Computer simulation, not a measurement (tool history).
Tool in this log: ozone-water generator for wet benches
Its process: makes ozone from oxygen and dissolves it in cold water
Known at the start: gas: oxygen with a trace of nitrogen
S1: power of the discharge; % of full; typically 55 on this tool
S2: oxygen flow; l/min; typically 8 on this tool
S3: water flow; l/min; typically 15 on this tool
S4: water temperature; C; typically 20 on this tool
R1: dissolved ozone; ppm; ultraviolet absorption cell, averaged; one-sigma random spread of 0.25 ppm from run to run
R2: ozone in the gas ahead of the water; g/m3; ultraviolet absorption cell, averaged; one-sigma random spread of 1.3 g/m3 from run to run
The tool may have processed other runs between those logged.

Run 1, hour 0.0: usual settings. Result: R1 36.2 ppm, R2 239.0 g/m3.
Run 2, hour 77.6: usual settings but S3 19 l/min. Result: R1 30.7 ppm, R2 238.7 g/m3.
Run 3, hour 195.3: usual settings but S3 19 l/min. Result: R1 30.9 ppm, R2 238.8 g/m3.
Run 4, hour 259.8: usual settings but S3 19 l/min. Result: R1 30.8 ppm, R2 240.6 g/m3.
Run 5, hour 324.9: usual settings but S3 19 l/min. Result: R1 30.9 ppm, R2 240.2 g/m3.
Run 6, hour 428.1: usual settings but S3 19 l/min. Result: R1 30.2 ppm, R2 235.7 g/m3.
Run 7, hour 542.8: usual settings. Result: R1 35.7 ppm, R2 235.6 g/m3.
Run 8, hour 600.4: usual settings. Result: R1 35.6 ppm, R2 237.6 g/m3.
Run 9, hour 726.9: usual settings. Result: R1 35.1 ppm, R2 238.5 g/m3.
Run 10, hour 834.9: usual settings but S4 21 C. Result: R1 34.3 ppm, R2 234.6 g/m3.

For run 11, what comes out?
Run 11, hour 959.9: usual settings but S4 21 C. Result: R1 ?, R2 ?.

Run 11 produced R1 34.6 ppm, R2 236.5 g/m3.
The same run, on a tool lacking any hidden state, would have yielded R1 37.6 ppm, R2 241.8 g/m3.
